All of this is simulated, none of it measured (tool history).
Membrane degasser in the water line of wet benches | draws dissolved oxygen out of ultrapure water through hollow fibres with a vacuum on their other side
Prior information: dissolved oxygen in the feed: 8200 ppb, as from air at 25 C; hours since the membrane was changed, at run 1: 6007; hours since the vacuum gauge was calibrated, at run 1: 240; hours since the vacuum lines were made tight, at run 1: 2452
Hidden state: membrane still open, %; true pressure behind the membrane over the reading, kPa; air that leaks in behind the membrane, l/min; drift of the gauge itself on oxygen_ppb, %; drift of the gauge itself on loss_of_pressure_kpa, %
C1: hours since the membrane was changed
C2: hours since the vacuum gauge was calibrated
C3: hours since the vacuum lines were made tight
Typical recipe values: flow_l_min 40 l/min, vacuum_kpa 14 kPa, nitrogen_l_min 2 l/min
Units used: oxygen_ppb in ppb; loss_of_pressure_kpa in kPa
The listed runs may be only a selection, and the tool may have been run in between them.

{"run": 1, "day": 0.0, "flow_l_min": 40, "vacuum_kpa": 14, "nitrogen_l_min": 2, "C1": 6007, "C2": 240, "C3": 2452, "oxygen_ppb": 749.6, "loss_of_pressure_kpa": 59.6}
{"run": 2, "day": 3.05, "flow_l_min": 40, "vacuum_kpa": 14, "nitrogen_l_min": 4.09, "C1": 6080, "C2": 314, "C3": 2525, "oxygen_ppb": 522.9, "loss_of_pressure_kpa": 59.72}
{"run": 3, "day": 6.479, "flow_l_min": 37, "vacuum_kpa": 14, "nitrogen_l_min": 2, "C1": 6162, "C2": 396, "C3": 2607, "oxygen_ppb": 655.4, "loss_of_pressure_kpa": 55.22}
{"run": 4, "day": 10.2, "flow_l_min": 37, "vacuum_kpa": 14, "nitrogen_l_min": 2, "C1": 6251, "C2": 485, "C3": 2697, "oxygen_ppb": 661.8, "loss_of_pressure_kpa": 55.23}
{"run": 5, "day": 14.221, "flow_l_min": 37, "vacuum_kpa": 14, "nitrogen_l_min": 5.02, "C1": 6348, "C2": 582, "C3": 2793, "oxygen_ppb": 425.8, "loss_of_pressure_kpa": 54.82}
{"run": 6, "day": 20.125, "flow_l_min": 37, "vacuum_kpa": 14, "nitrogen_l_min": 5.02, "C1": 6490, "C2": 723, "C3": 2935, "oxygen_ppb": 419, "loss_of_pressure_kpa": 55}
{"run": 7, "day": 26.375, "flow_l_min": 37, "vacuum_kpa": 14, "nitrogen_l_min": 5.02, "C1": 6640, "C2": 873, "C3": 3085, "oxygen_ppb": 429.5, "loss_of_pressure_kpa": 54.76}
{"run": 8, "day": 29.354, "flow_l_min": 37, "vacuum_kpa": 14, "nitrogen_l_min": 5.02, "C1": 6711, "C2": 945, "C3": 3156, "oxygen_ppb": 425.9, "loss_of_pressure_kpa": 54.88}
{"day": 30.354, "done": "seals of the vacuum lines changed"}
{"run": 9, "day": 35.875, "flow_l_min": 37, "vacuum_kpa": 14, "nitrogen_l_min": 5.02, "C1": 6866, "C2": 1100, "C3": 133, "oxygen_ppb": 436.1, "loss_of_pressure_kpa": 54.96}
{"run": 10, "day": 38.483, "flow_l_min": 40, "vacuum_kpa": 14, "nitrogen_l_min": 5.22, "C1": 6928, "C2": 1162, "C3": 195, "oxygen_ppb": 486.8, "loss_of_pressure_kpa": 59.11}
{"run": 11, "day": 42.533, "flow_l_min": 40, "vacuum_kpa": 14, "nitrogen_l_min": 5.22, "C1": 7025, "C2": 1259, "C3": 292, "oxygen_ppb": 481.3, "loss_of_pressure_kpa": 59.4}
{"run": 12, "day": 45.788, "flow_l_min": 40, "vacuum_kpa": 14, "nitrogen_l_min": 4.95, "C1": 7104, "C2": 1337, "C3": 370, "oxygen_ppb": 494.9, "loss_of_pressure_kpa": 59.64}
{"run": 13, "day": 51.729, "flow_l_min": 40, "vacuum_kpa": 14, "nitrogen_l_min": 4.95, "C1": 7246, "C2": 1480, "C3": 513, "oxygen_ppb": 500.6, "loss_of_pressure_kpa": 59.34}
{"run": 14, "day": 54.508, "flow_l_min": 40, "vacuum_kpa": 14, "nitrogen_l_min": 4.95, "C1": 7313, "C2": 1547, "C3": 580, "oxygen_ppb": 490.6, "loss_of_pressure_kpa": 59.29}
{"run": 15, "day": 59.642, "flow_l_min": 40, "vacuum_kpa": 14, "nitrogen_l_min": 2, "C1": 7436, "C2": 1670, "C3": 703, "oxygen_ppb": 738.6, "loss_of_pressure_kpa": 59.25}
{"run": 16, "day": 62.296, "flow_l_min": 40, "vacuum_kpa": 14, "nitrogen_l_min": 2, "C1": 7500, "C2": 1734, "C3": 767, "oxygen_ppb": 725.1, "loss_of_pressure_kpa": 59.09}
{"run": 17, "day": 65.283, "flow_l_min": 40, "vacuum_kpa": 14, "nitrogen_l_min": 2, "C1": 7571, "C2": 1805, "C3": 838, "oxygen_ppb": 729.6, "loss_of_pressure_kpa": 58.79}
{"run": 18, "day": 69.646, "flow_l_min": 25, "vacuum_kpa": 15.7, "nitrogen_l_min": 1.64, "C1": 7676, "C2": 1910, "C3": 943, "oxygen_ppb": 496.9, "loss_of_pressure_kpa": 36.76}
{"run": 19, "day": 74.717, "flow_l_min": 40, "vacuum_kpa": 18.9, "nitrogen_l_min": 5.01, "C1": 7798, "C2": 2032, "C3": 1065, "oxygen_ppb": 578.9, "loss_of_pressure_kpa": 58.83}
{"run": 20, "day": 80.175, "flow_l_min": 41, "vacuum_kpa": 14, "nitrogen_l_min": 3.18, "C1": 7929, "C2": 2163, "C3": 1196, "oxygen_ppb": 614.9, "loss_of_pressure_kpa": 60.61}
{"run": 21, "day": 85.638, "flow_l_min": 43, "vacuum_kpa": 14, "nitrogen_l_min": 1.34, "C1": 8060, "C2": 2294, "C3": 1327, "oxygen_ppb": 981.4, "loss_of_pressure_kpa": 63.25}
{"run": 22, "day": 90.254, "flow_l_min": 43, "vacuum_kpa": 14, "nitrogen_l_min": 1.34, "C1": 8171, "C2": 2405, "C3": 1438, "oxygen_ppb": 972.7, "loss_of_pressure_kpa": 63.4}
{"run": 23, "day": 95.525, "flow_l_min": 43, "vacuum_kpa": 14, "nitrogen_l_min": 1.34, "C1": 8297, "C2": 2531, "C3": 1564, "oxygen_ppb": 971.3, "loss_of_pressure_kpa": 62.85}
{"run": 24, "day": 101.671, "flow_l_min": 43, "vacuum_kpa": 14, "nitrogen_l_min": 1.34, "C1": 8445, "C2": 2679, "C3": 1712, "oxygen_ppb": 982.6, "loss_of_pressure_kpa": 63.71}
{"run": 25, "day": 107.704, "flow_l_min": 43, "vacuum_kpa": 31.4, "nitrogen_l_min": 1.75, "C1": 8590, "C2": 2823, "C3": 1856, "oxygen_ppb": 1538, "loss_of_pressure_kpa": 63.25}
{"run": 26, "day": 112.104, "flow_l_min": 42, "vacuum_kpa": 14, "nitrogen_l_min": 1.99, "C1": 8695, "C2": 2929, "C3": 1962, "oxygen_ppb": 786, "loss_of_pressure_kpa": 61.69}
{"run": 27, "day": 115.308, "flow_l_min": 42, "vacuum_kpa": 14, "nitrogen_l_min": 1.99, "C1": 8772, "C2": 3006, "C3": 2039, "oxygen_ppb": 778.2, "loss_of_pressure_kpa": 60.95}
{"run": 28, "day": 119.692, "flow_l_min": 40, "vacuum_kpa": 14, "nitrogen_l_min": 5.87, "C1": 8877, "C2": 3111, "C3": 2144, "oxygen_ppb": 467.4, "loss_of_pressure_kpa": 57.97}
{"run": 29, "day": 123.5, "flow_l_min": 53, "vacuum_kpa": 9.4, "nitrogen_l_min": 1.72, "C1": 8969, "C2": 3202, "C3": 2235, "oxygen_ppb": 877.6, "loss_of_pressure_kpa": 77.5}
{"run": 30, "day": 126.804, "flow_l_min": 49, "vacuum_kpa": 14, "nitrogen_l_min": 5.71, "C1": 9048, "C2": 3282, "C3": 2315, "oxygen_ppb": 666, "loss_of_pressure_kpa": 71.77}

Expected results for the next run?
{"run": 31, "day": 132.733, "flow_l_min": 49, "vacuum_kpa": 12.7, "nitrogen_l_min": 2.78, "C1": 9190, "C2": 3424, "C3": 2457, "oxygen_ppb": "?", "loss_of_pressure_kpa": "?"}

oxygen_ppb: 806.6 ppb
loss_of_pressure_kpa: 71.25 kPa
Had the tool carried no hidden state, the very same run would have given oxygen_ppb 804.6 ppb, loss_of_pressure_kpa 72.63 kPa.
